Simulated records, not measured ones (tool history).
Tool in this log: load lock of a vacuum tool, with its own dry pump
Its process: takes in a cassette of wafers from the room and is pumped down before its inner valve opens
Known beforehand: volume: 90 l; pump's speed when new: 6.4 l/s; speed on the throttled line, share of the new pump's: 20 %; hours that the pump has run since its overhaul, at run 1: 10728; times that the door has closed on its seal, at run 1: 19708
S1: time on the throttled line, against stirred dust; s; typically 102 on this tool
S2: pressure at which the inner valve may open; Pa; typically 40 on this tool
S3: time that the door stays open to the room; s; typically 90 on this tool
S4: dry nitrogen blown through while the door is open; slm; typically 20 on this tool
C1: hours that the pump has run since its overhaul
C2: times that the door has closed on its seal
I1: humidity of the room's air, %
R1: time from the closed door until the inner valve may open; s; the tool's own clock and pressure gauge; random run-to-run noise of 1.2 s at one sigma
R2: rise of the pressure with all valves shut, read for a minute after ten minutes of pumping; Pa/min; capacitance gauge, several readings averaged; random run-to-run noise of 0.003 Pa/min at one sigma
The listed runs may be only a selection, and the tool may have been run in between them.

{"run": 1, "day": 0.0, "S1": 102, "S2": 40, "S3": 90, "S4": 20, "C1": 10728, "C2": 19708, "I1": 46.4, "R1": 210.6, "R2": 0.074}
{"run": 2, "day": 4.112, "S1": 102, "S2": 40, "S3": 90, "S4": 40, "C1": 10826, "C2": 20121, "I1": 46.7, "R1": 211.4, "R2": 0.068}
{"run": 3, "day": 7.146, "S1": 102, "S2": 40, "S3": 90, "S4": 20, "C1": 10899, "C2": 20427, "I1": 42.5, "R1": 212.4, "R2": 0.072}
{"run": 4, "day": 9.817, "S1": 102, "S2": 40, "S3": 90, "S4": 20, "C1": 10963, "C2": 20696, "I1": 44.5, "R1": 211.7, "R2": 0.075}
{"run": 5, "day": 13.492, "S1": 102, "S2": 40, "S3": 90, "S4": 35, "C1": 11051, "C2": 21066, "I1": 46.8, "R1": 211.9, "R2": 0.069}
{"run": 6, "day": 16.567, "S1": 102, "S2": 40, "S3": 90, "S4": 35, "C1": 11125, "C2": 21375, "I1": 42, "R1": 212.5, "R2": 0.068}
{"run": 7, "day": 22.367, "S1": 102, "S2": 40, "S3": 90, "S4": 35, "C1": 11264, "C2": 21959, "I1": 46.7, "R1": 212.9, "R2": 0.069}
{"run": 8, "day": 26.438, "S1": 102, "S2": 40, "S3": 160, "S4": 20, "C1": 11362, "C2": 22369, "I1": 40.6, "R1": 213.1, "R2": 0.094}
{"run": 9, "day": 29.083, "S1": 102, "S2": 40, "S3": 160, "S4": 20, "C1": 11426, "C2": 22635, "I1": 47.2, "R1": 213.3, "R2": 0.099}
{"run": 10, "day": 34.046, "S1": 115, "S2": 40, "S3": 160, "S4": 20, "C1": 11545, "C2": 23135, "I1": 45.8, "R1": 222.9, "R2": 0.098}
{"run": 11, "day": 39.896, "S1": 115, "S2": 40, "S3": 160, "S4": 20, "C1": 11685, "C2": 23724, "I1": 44.8, "R1": 224.3, "R2": 0.097}
{"run": 12, "day": 42.267, "S1": 102, "S2": 40, "S3": 90, "S4": 7, "C1": 11742, "C2": 23962, "I1": 42.7, "R1": 214.3, "R2": 0.093}
{"run": 13, "day": 46.154, "S1": 102, "S2": 40, "S3": 90, "S4": 7, "C1": 11835, "C2": 24354, "I1": 45.2, "R1": 215.1, "R2": 0.095}
{"run": 14, "day": 48.688, "S1": 102, "S2": 40, "S3": 90, "S4": 19, "C1": 11896, "C2": 24609, "I1": 43.9, "R1": 214.5, "R2": 0.088}
{"run": 15, "day": 53.6, "S1": 102, "S2": 40, "S3": 90, "S4": 19, "C1": 12014, "C2": 25103, "I1": 45.5, "R1": 213.6, "R2": 0.093}
{"run": 16, "day": 58.9, "S1": 102, "S2": 40, "S3": 90, "S4": 20, "C1": 12141, "C2": 25637, "I1": 44.9, "R1": 214.5, "R2": 0.093}
{"run": 17, "day": 62.379, "S1": 102, "S2": 40, "S3": 90, "S4": 20, "C1": 12225, "C2": 25987, "I1": 45.2, "R1": 213.7, "R2": 0.088}
{"run": 18, "day": 65.425, "S1": 102, "S2": 40, "S3": 90, "S4": 20, "C1": 12298, "C2": 26294, "I1": 43.1, "R1": 217.9, "R2": 0.092}
{"run": 19, "day": 70.767, "S1": 102, "S2": 40, "S3": 90, "S4": 20, "C1": 12426, "C2": 26831, "I1": 45, "R1": 214.3, "R2": 0.096}
{"day": 73.633, "done": "dry pump taken out, an overhauled one fitted"}
{"run": 20, "day": 75.275, "S1": 102, "S2": 30, "S3": 114, "S4": 20, "C1": 39, "C2": 27260, "I1": 45, "R1": 195.2, "R2": 0.099}
{"run": 21, "day": 80.221, "S1": 102, "S2": 30, "S3": 114, "S4": 20, "C1": 158, "C2": 27758, "I1": 44.2, "R1": 197.1, "R2": 0.106}
{"run": 22, "day": 84.975, "S1": 186, "S2": 35, "S3": 161, "S4": 15, "C1": 272, "C2": 28237, "I1": 43.8, "R1": 258.6, "R2": 0.121}
{"run": 23, "day": 89.117, "S1": 102, "S2": 40, "S3": 229, "S4": 20, "C1": 372, "C2": 28653, "I1": 46.1, "R1": 192.4, "R2": 0.127}
{"run": 24, "day": 94.392, "S1": 101, "S2": 67, "S3": 90, "S4": 7, "C1": 498, "C2": 29185, "I1": 44.8, "R1": 185.6, "R2": 0.114}
{"run": 25, "day": 99.975, "S1": 107, "S2": 73, "S3": 181, "S4": 20, "C1": 632, "C2": 29746, "I1": 45.5, "R1": 188.8, "R2": 0.12}
{"run": 26, "day": 104.0, "S1": 157, "S2": 56, "S3": 181, "S4": 20, "C1": 729, "C2": 30152, "I1": 44.9, "R1": 230.3, "R2": 0.126}
{"run": 27, "day": 106.788, "S1": 102, "S2": 40, "S3": 90, "S4": 17, "C1": 796, "C2": 30432, "I1": 47.4, "R1": 194.7, "R2": 0.116}
{"run": 28, "day": 110.017, "S1": 62, "S2": 40, "S3": 90, "S4": 20, "C1": 873, "C2": 30757, "I1": 47.8, "R1": 161.6, "R2": 0.112}
{"run": 29, "day": 112.575, "S1": 118, "S2": 42, "S3": 41, "S4": 5, "C1": 935, "C2": 31015, "I1": 42.7, "R1": 206.5, "R2": 0.1}
{"run": 30, "day": 114.992, "S1": 57, "S2": 40, "S3": 56, "S4": 4, "C1": 993, "C2": 31258, "I1": 40.7, "R1": 157, "R2": 0.114}

Run 31 has not been measured yet. What should we expect?
{"run": 31, "day": 119.354, "S1": 137, "S2": 74, "S3": 90, "S4": 20, "C1": 1097, "C2": 31697, "I1": 44.6, "R1": "?", "R2": "?"}

R1: 215.6 s
R2: 0.108 Pa/min
Minus the tool's unlogged condition, the same run would have read R1 214.5 s, R2 0.032 Pa/min.
